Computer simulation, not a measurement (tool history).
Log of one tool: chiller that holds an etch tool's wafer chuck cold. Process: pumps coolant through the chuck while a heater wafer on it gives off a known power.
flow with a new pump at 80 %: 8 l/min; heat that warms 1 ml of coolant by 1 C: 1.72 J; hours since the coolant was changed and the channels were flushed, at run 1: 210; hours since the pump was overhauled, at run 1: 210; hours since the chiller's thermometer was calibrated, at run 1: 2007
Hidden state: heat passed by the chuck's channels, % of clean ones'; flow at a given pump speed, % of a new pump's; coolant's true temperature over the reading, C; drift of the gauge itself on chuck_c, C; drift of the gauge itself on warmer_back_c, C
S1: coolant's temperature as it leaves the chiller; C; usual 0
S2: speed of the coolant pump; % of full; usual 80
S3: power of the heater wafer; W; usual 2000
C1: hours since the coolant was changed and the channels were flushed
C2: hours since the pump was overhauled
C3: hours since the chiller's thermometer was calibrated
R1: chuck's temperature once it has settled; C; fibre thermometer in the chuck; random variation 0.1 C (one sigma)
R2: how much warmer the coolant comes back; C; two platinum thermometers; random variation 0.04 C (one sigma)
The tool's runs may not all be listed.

run 1 hour=0 | S1=0 S2=80 S3=2000 | C1=210 C2=210 C3=2007 | R1=18.9 R2=8.78
run 2 hour=23.5 | S1=0 S2=80 S3=2000 | C1=233 C2=233 C3=2031 | R1=19 R2=8.84
run 3 hour=50.5 | S1=0 S2=80 S3=2000 | C1=260 C2=260 C3=2058 | R1=19.3 R2=8.77
run 4 hour=82.4 | S1=0 S2=80 S3=2000 | C1=292 C2=292 C3=2090 | R1=19.3 R2=8.91
run 5 hour=101.2 | S1=0 S2=80 S3=2000 | C1=311 C2=311 C3=2109 | R1=19.1 R2=8.82
run 6 hour=138.7 | S1=0 S2=84 S3=2000 | C1=348 C2=348 C3=2146 | R1=18.7 R2=8.4
-- hour=147.8 coolant pump overhauled
run 7 hour=171.9 | S1=0 S2=80 S3=2000 | C1=376 C2=24 C3=2174 | R1=19.2 R2=8.87
run 8 hour=193.4 | S1=-9 S2=74 S3=1218 | C1=398 C2=46 C3=2196 | R1=3.6 R2=5.84
run 9 hour=225 | S1=0 S2=71 S3=2783 | C1=430 C2=77 C3=2227 | R1=29.1 R2=13.76
run 10 hour=245.7 | S1=-6 S2=80 S3=1223 | C1=450 C2=98 C3=2248 | R1=6.3 R2=5.39

Forecast run 11:
run 11 hour=288.8 | S1=-6 S2=80 S3=1223 | C1=493 C2=141 C3=2291 | R1=? R2=?

R1: 5.9 C
R2: 5.48 C
Without the tool's hidden state the same run would have given R1 5 C, R2 5.37 C.
